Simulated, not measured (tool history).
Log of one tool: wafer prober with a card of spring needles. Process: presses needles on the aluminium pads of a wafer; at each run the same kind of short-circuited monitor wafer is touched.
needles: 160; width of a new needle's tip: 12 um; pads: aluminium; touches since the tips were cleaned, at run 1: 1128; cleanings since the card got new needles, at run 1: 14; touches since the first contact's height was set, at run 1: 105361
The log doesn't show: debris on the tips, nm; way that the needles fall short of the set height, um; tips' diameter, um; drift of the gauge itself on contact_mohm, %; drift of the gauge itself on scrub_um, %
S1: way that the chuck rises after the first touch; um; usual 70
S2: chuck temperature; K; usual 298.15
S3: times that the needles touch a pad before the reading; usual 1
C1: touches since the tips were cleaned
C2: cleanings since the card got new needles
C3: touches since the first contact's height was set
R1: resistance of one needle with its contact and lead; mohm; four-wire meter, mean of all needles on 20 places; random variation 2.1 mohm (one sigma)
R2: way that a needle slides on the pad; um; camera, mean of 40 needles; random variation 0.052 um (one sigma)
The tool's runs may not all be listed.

run 1 hour=0.0 | S1=70 S2=298.15 S3=1 | C1=1128 C2=14 C3=105361 | R1=271 R2=14.77
-- hour=13.0 tips cleaned on abrasive film
run 2 hour=20.8 | S1=70 S2=298.15 S3=1 | C1=3823 C2=15 C3=115532 | R1=279 R2=14.72
-- hour=29.7 tips cleaned on abrasive film
run 3 hour=39.1 | S1=70 S2=298.15 S3=1 | C1=4623 C2=16 C3=124484 | R1=280 R2=14.76
-- hour=44.9 tips cleaned on abrasive film
-- hour=59.7 tips cleaned on abrasive film
run 4 hour=61.8 | S1=70 S2=298.15 S3=1 | C1=1013 C2=18 C3=135565 | R1=273 R2=14.72
-- hour=73.5 tips cleaned on abrasive film
run 5 hour=77.9 | S1=70 S2=298.15 S3=1 | C1=2159 C2=19 C3=143428 | R1=275 R2=14.71
-- hour=88.9 tips cleaned on abrasive film
-- hour=103.8 tips cleaned on abrasive film
run 6 hour=104.4 | S1=70 S2=298.15 S3=1 | C1=321 C2=21 C3=156392 | R1=272 R2=14.70
-- hour=118.8 tips cleaned on abrasive film
-- hour=132.7 tips cleaned on abrasive film
run 7 hour=132.7 | S1=70 S2=298.15 S3=1 | C1=0 C2=23 C3=170192 | R1=276 R2=14.63
-- hour=147.1 tips cleaned on abrasive film
run 8 hour=158.0 | S1=70 S2=298.15 S3=1 | C1=5361 C2=24 C3=182571 | R1=281 R2=14.59
-- hour=160.8 tips cleaned on abrasive film
-- hour=176.4 tips cleaned on abrasive film
run 9 hour=177.6 | S1=70 S2=320.15 S3=1 | C1=595 C2=26 C3=192149 | R1=279 R2=14.69
-- hour=192.3 tips cleaned on abrasive film
run 10 hour=200.0 | S1=70 S2=320.15 S3=1 | C1=3765 C2=27 C3=203093 | R1=283 R2=14.60
-- hour=206.8 tips cleaned on abrasive film
-- hour=222.4 tips cleaned on abrasive film
run 11 hour=222.5 | S1=70 S2=304.15 S3=1 | C1=46 C2=29 C3=214066 | R1=275 R2=14.65
-- hour=238.5 tips cleaned on abrasive film
run 12 hour=239.6 | S1=70 S2=304.15 S3=1 | C1=510 C2=30 C3=222423 | R1=279 R2=14.54
-- hour=252.8 tips cleaned on abrasive film
run 13 hour=262.6 | S1=74 S2=310.15 S3=1 | C1=4832 C2=31 C3=233712 | R1=287 R2=15.41
-- hour=265.9 height of the first contact set anew
-- hour=268.7 tips cleaned on abrasive film
-- hour=283.6 tips cleaned on abrasive film
run 14 hour=286.6 | S1=74 S2=310.15 S3=1 | C1=1440 C2=33 C3=10056 | R1=276 R2=15.78
-- hour=300.4 tips cleaned on abrasive film
run 15 hour=308.8 | S1=70 S2=298.15 S3=1 | C1=4106 C2=34 C3=20933 | R1=280 R2=14.97
-- hour=315.6 tips cleaned on abrasive film
-- hour=331.9 tips cleaned on abrasive film
run 16 hour=331.9 | S1=70 S2=364.15 S3=3 | C1=0 C2=36 C3=32209 | R1=294 R2=14.93
-- hour=347.0 tips cleaned on abrasive film
run 17 hour=359.3 | S1=70 S2=364.15 S3=3 | C1=6073 C2=37 C3=45653 | R1=294 R2=14.85
-- hour=362.2 tips cleaned on abrasive film
-- hour=376.4 tips cleaned on abrasive film
-- hour=392.5 tips cleaned on abrasive film
run 18 hour=393.8 | S1=67 S2=299.15 S3=2 | C1=637 C2=40 C3=62448 | R1=272 R2=14.30
-- hour=407.9 tips cleaned on abrasive film
-- hour=424.5 tips cleaned on abrasive film
run 19 hour=425.4 | S1=70 S2=312.15 S3=1 | C1=471 C2=42 C3=77937 | R1=278 R2=14.92
-- hour=440.2 tips cleaned on abrasive film
run 20 hour=443.8 | S1=65 S2=375.15 S3=1 | C1=1762 C2=43 C3=86928 | R1=300 R2=13.76
-- hour=455.6 tips cleaned on abrasive film
run 21 hour=459.1 | S1=65 S2=375.15 S3=1 | C1=1706 C2=44 C3=94392 | R1=298 R2=13.71
-- hour=471.2 tips cleaned on abrasive film
-- hour=485.0 tips cleaned on abrasive film
run 22 hour=489.3 | S1=70 S2=365.15 S3=1 | C1=2089 C2=46 C3=109147 | R1=296 R2=14.87
-- hour=500.2 tips cleaned on abrasive film
-- hour=514.6 tips cleaned on abrasive film
run 23 hour=514.6 | S1=61 S2=307.15 S3=2 | C1=0 C2=48 C3=121508 | R1=278 R2=12.81

Forecast each of these 5 alternatives for the next run:
-- hour=528.4 tips cleaned on abrasive film
run A hour=535.8 | S1=70 S2=298.15 S3=1 | C1=3658 C2=49 C3=131896 | R1=? R2=?
-- hour=528.4 tips cleaned on abrasive film
run B hour=535.8 | S1=72 S2=393.15 S3=1 | C1=3658 C2=49 C3=131896 | R1=? R2=?
-- hour=528.4 tips cleaned on abrasive film
run C hour=535.8 | S1=70 S2=325.15 S3=2 | C1=3658 C2=49 C3=131896 | R1=? R2=?
-- hour=528.4 tips cleaned on abrasive film
run D hour=535.8 | S1=65 S2=329.15 S3=3 | C1=3658 C2=49 C3=131896 | R1=? R2=?
-- hour=528.4 tips cleaned on abrasive film
run E hour=535.8 | S1=79 S2=298.15 S3=2 | C1=3658 C2=49 C3=131896 | R1=? R2=?

run=A R1=282 R2=14.68
run=B R1=310 R2=15.22
run=C R1=284 R2=14.74
run=D R1=284 R2=13.62
run=E R1=278 R2=16.69
Without the tool's hidden state the same runs would have given:
run=A R1=276 R2=14.92
run=B R1=306 R2=15.47
run=C R1=281 R2=14.98
run=D R1=282 R2=13.86
run=E R1=275 R2=16.93
